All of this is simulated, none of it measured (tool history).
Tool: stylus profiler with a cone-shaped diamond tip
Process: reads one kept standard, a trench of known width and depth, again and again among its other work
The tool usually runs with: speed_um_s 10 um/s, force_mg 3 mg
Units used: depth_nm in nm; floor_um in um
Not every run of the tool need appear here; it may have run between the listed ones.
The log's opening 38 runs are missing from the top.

Run 39, hour 788.7: usual settings but speed_um_s 20 um/s, force_mg 7.96 mg. Result: depth_nm 202.8 nm, floor_um 46.68 um.
Run 40, hour 804.4: usual settings but speed_um_s 6 um/s. Result: depth_nm 201.32 nm, floor_um 46.72 um.
Run 41, hour 816.8: usual settings but speed_um_s 5 um/s. Result: depth_nm 201.32 nm, floor_um 46.76 um.
Run 42, hour 844.7: usual settings but speed_um_s 5 um/s. Result: depth_nm 201.35 nm, floor_um 46.72 um.
Run 43, hour 868.4: usual settings but speed_um_s 5 um/s, force_mg 1.62 mg. Result: depth_nm 200.82 nm, floor_um 46.81 um.
Run 44, hour 896.3: usual settings but speed_um_s 31 um/s. Result: depth_nm 201.34 nm, floor_um 46.64 um.
Run 45, hour 913.8: usual settings but speed_um_s 31 um/s. Result: depth_nm 201.33 nm, floor_um 46.54 um.
Run 46, hour 931: usual settings but force_mg 6.32 mg. Result: depth_nm 202.31 nm, floor_um 46.7 um.
Run 47, hour 949.3: usual settings but force_mg 6.32 mg. Result: depth_nm 202.31 nm, floor_um 46.68 um.
At hour 976.9: height scale calibrated on a step standard.
Run 48, hour 978.1: usual settings but force_mg 6.32 mg. Result: depth_nm 202.58 nm, floor_um 46.68 um.

Consider 3 possible next runs. They are alternatives, not a sequence: every one starts from the tool as it was left by run 48. What does each give?
Run A, hour 999.7: usual settings but speed_um_s 12 um/s, force_mg 2.4 mg. Result: depth_nm ?, floor_um ?.
Run B, hour 999.7: usual settings but speed_um_s 5 um/s, force_mg 6.32 mg. Result: depth_nm ?, floor_um ?.
Run C, hour 999.7: usual settings but speed_um_s 8 um/s, force_mg 1.39 mg. Result: depth_nm ?, floor_um ?.

run  depth_nm  floor_um
  A    201.35     46.65
  B    202.54     46.68
  C    200.93     46.62
Without the tool's unlogged condition, the same runs would have read:
run  depth_nm  floor_um
  A    201.36     47.13
  B    202.55     47.16
  C    200.94     47.11

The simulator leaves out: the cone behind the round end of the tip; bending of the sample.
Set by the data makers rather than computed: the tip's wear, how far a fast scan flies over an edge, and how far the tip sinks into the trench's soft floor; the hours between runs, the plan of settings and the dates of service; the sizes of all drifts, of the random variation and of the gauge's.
